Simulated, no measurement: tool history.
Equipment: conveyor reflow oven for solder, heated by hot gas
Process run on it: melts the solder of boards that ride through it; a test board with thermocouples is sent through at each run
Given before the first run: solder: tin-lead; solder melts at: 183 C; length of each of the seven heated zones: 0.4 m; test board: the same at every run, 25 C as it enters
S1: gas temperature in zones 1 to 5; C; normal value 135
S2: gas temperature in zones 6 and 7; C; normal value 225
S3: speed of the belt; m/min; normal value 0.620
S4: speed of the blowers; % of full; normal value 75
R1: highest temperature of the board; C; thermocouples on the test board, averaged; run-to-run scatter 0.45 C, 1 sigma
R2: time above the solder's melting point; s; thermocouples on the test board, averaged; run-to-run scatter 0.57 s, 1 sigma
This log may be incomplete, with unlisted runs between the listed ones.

Run 1, hour 0.0: usual settings. Result: R1 208.8 C, R2 48.1 s.
Run 2, hour 37.7: usual settings. Result: R1 208.4 C, R2 48.0 s.
Run 3, hour 80.9: usual settings but S2 220 C. Result: R1 203.9 C, R2 43.4 s.
Run 4, hour 145.2: usual settings but S2 220 C. Result: R1 205.0 C, R2 43.7 s.
Run 5, hour 179.0: usual settings but S2 220 C. Result: R1 203.6 C, R2 44.3 s.
At hour 245.8: flux residue cleaned out of gas plates and filters.
Run 6, hour 245.8: usual settings. Result: R1 209.3 C, R2 50.0 s.
Run 7, hour 282.1: usual settings. Result: R1 208.8 C, R2 49.1 s.
Run 8, hour 340.5: usual settings but S4 88 % of full. Result: R1 211.6 C, R2 53.2 s.
Run 9, hour 379.5: usual settings but S4 88 % of full. Result: R1 212.0 C, R2 52.7 s.
Run 10, hour 412.1: usual settings but S2 229 C. Result: R1 212.3 C, R2 52.0 s.
Run 11, hour 467.3: usual settings but S1 121 C, S2 229 C. Result: R1 209.3 C, R2 44.8 s.
At hour 500.2: flux residue cleaned out of gas plates and filters.
Run 12, hour 521.2: usual settings but S1 121 C, S2 229 C. Result: R1 210.4 C, R2 44.2 s.
Run 13, hour 576.3: usual settings but S3 0.732 m/min. Result: R1 203.3 C, R2 35.2 s.
Run 14, hour 612.4: usual settings but S3 0.732 m/min. Result: R1 202.9 C, R2 35.0 s.
Run 15, hour 664.3: usual settings but S3 0.732 m/min. Result: R1 202.9 C, R2 33.9 s.
Run 16, hour 703.3: usual settings but S1 142 C, S2 236 C, S4 66 % of full. Result: R1 217.4 C, R2 59.9 s.
At hour 756.3: flux residue cleaned out of gas plates and filters.
Run 17, hour 769.8: usual settings but S1 149 C, S3 0.731 m/min. Result: R1 209.0 C, R2 45.0 s.
Run 18, hour 818.7: usual settings but S2 224 C, S3 0.612 m/min. Result: R1 210.1 C, R2 50.8 s.
At hour 855.5: thermocouples of zones 6 and 7 changed.
Run 19, hour 868.2: usual settings but S1 128 C, S2 221 C, S3 0.612 m/min, S4 62 % of full. Result: R1 198.4 C, R2 33.1 s.
Run 20, hour 931.7: usual settings but S1 136 C, S3 0.625 m/min, S4 67 % of full. Result: R1 203.9 C, R2 42.7 s.
Run 21, hour 957.7: usual settings but S1 124 C, S3 0.625 m/min, S4 67 % of full. Result: R1 200.7 C, R2 36.5 s.
At hour 1011.2: flux residue cleaned out of gas plates and filters.
Run 22, hour 1021.4: usual settings but S1 124 C, S3 0.625 m/min, S4 67 % of full. Result: R1 201.2 C, R2 37.8 s.
Run 23, hour 1070.6: usual settings but S3 0.539 m/min, S4 73 % of full. Result: R1 211.1 C, R2 59.7 s.
Run 24, hour 1115.1: usual settings but S3 0.539 m/min, S4 73 % of full. Result: R1 210.6 C, R2 60.4 s.
Run 25, hour 1171.9: usual settings but S3 0.539 m/min, S4 73 % of full. Result: R1 210.5 C, R2 60.7 s.
Run 26, hour 1207.4: usual settings but S3 0.539 m/min, S4 73 % of full. Result: R1 210.9 C, R2 59.6 s.
At hour 1265.4: flux residue cleaned out of gas plates and filters.
Run 27, hour 1269.7: usual settings but S2 223 C, S3 0.522 m/min, S4 73 % of full. Result: R1 211.0 C, R2 63.5 s.
Run 28, hour 1303.1: usual settings but S1 131 C, S2 235 C, S3 0.604 m/min, S4 67 % of full. Result: R1 214.0 C, R2 54.0 s.
Run 29, hour 1344.1: usual settings but S1 131 C, S2 235 C, S3 0.604 m/min, S4 67 % of full. Result: R1 213.8 C, R2 53.1 s.

Results for each run, recomputed without the tool's hidden state and with each run's random variation untouched:
Hidden conditions of the tool in this case: heat that the gas passes to the board, % of a clean oven's; belt's true speed, % of the reading; true gas temperature in zones 6 and 7 over the reading, C; drift of the gauge itself on peak_c, C; drift of the gauge itself on liquid_s, %.
run     R1    R2
  1  206.3  45.1
  2  206.0  45.1
  3  201.6  40.3
  4  202.8  40.8
  5  201.4  41.5
  6  206.0  46.0
  7  205.6  45.3
  8  208.4  49.8
  9  209.0  49.4
 10  209.4  48.8
 11  206.6  41.6
 12  207.0  40.1
 13  200.3  31.4
 14  200.0  31.4
 15  200.2  30.5
 16  214.3  56.5
 17  204.8  40.0
 18  205.8  45.3
 19  198.2  32.2
 20  203.8  41.9
 21  200.7  35.9
 22  200.1  35.6
 23  210.3  57.5
 24  209.8  58.3
 25  209.8  58.7
 26  210.2  57.7
 27  209.4  60.1
 28  212.3  51.1
 29  212.1  50.2
